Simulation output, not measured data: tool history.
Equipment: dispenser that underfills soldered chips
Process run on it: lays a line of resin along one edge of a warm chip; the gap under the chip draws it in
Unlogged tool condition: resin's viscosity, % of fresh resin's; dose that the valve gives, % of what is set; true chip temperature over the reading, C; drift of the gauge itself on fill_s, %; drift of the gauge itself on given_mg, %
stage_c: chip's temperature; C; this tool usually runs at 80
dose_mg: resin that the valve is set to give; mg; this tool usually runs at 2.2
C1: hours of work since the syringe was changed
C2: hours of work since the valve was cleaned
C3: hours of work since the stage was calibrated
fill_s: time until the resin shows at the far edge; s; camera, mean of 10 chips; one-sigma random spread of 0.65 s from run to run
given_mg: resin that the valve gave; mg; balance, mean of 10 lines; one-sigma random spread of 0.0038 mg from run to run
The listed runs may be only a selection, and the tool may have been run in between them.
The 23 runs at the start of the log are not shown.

run 24 hour=101.9 | stage_c=91 dose_mg=2.38 | C1=7 C2=28 C3=210 | fill_s=56.4 given_mg=2.355
run 25 hour=105.2 | stage_c=76 dose_mg=2.61 | C1=9 C2=30 C3=212 | fill_s=96 given_mg=2.589
-- hour=109.3 new syringe of resin
run 26 hour=111.2 | stage_c=83 dose_mg=2.78 | C1=1 C2=34 C3=216 | fill_s=53.1 given_mg=2.747
run 27 hour=113.6 | stage_c=86 dose_mg=2.21 | C1=3 C2=35 C3=217 | fill_s=53.3 given_mg=2.186
run 28 hour=118.9 | stage_c=86 dose_mg=2.21 | C1=6 C2=39 C3=221 | fill_s=64.2 given_mg=2.188
run 29 hour=124 | stage_c=86 dose_mg=2.21 | C1=9 C2=42 C3=224 | fill_s=76.1 given_mg=2.181
-- hour=127.2 new syringe of resin
run 30 hour=129.2 | stage_c=67 dose_mg=2.88 | C1=1 C2=45 C3=227 | fill_s=88.9 given_mg=2.838
run 31 hour=132 | stage_c=90 dose_mg=2.31 | C1=3 C2=47 C3=229 | fill_s=49.8 given_mg=2.273
run 32 hour=136.2 | stage_c=83 dose_mg=2.64 | C1=6 C2=50 C3=232 | fill_s=68 given_mg=2.593
run 33 hour=139 | stage_c=82 dose_mg=2.79 | C1=8 C2=52 C3=233 | fill_s=77.9 given_mg=2.743
run 34 hour=143.7 | stage_c=80 dose_mg=2.4 | C1=11 C2=55 C3=236 | fill_s=96 given_mg=2.365
-- hour=145.1 new syringe of resin
run 35 hour=147.8 | stage_c=80 dose_mg=2.4 | C1=2 C2=57 C3=239 | fill_s=60.1 given_mg=2.356
run 36 hour=151.5 | stage_c=80 dose_mg=2.4 | C1=4 C2=59 C3=241 | fill_s=68.2 given_mg=2.354

What if the next run were any one of these 4? Each begins from the tool's condition after run 36:
run A hour=155.7 | stage_c=78 dose_mg=2.83 | C1=7 C2=62 C3=244 | fill_s=? given_mg=?
run B hour=155.7 | stage_c=80 dose_mg=2.71 | C1=7 C2=62 C3=244 | fill_s=? given_mg=?
run C hour=155.7 | stage_c=90 dose_mg=2.02 | C1=7 C2=62 C3=244 | fill_s=? given_mg=?
run D hour=155.7 | stage_c=72 dose_mg=2.44 | C1=7 C2=62 C3=244 | fill_s=? given_mg=?

run=A fill_s=81.6 given_mg=2.771
run=B fill_s=77 given_mg=2.656
run=C fill_s=60.9 given_mg=1.975
run=D fill_s=98.7 given_mg=2.387
Stripped of hidden state, with their random variation kept, the same runs would have yielded:
run=A fill_s=60.1 given_mg=2.827
run=B fill_s=56.7 given_mg=2.71
run=C fill_s=44.8 given_mg=2.015
run=D fill_s=72.7 given_mg=2.435

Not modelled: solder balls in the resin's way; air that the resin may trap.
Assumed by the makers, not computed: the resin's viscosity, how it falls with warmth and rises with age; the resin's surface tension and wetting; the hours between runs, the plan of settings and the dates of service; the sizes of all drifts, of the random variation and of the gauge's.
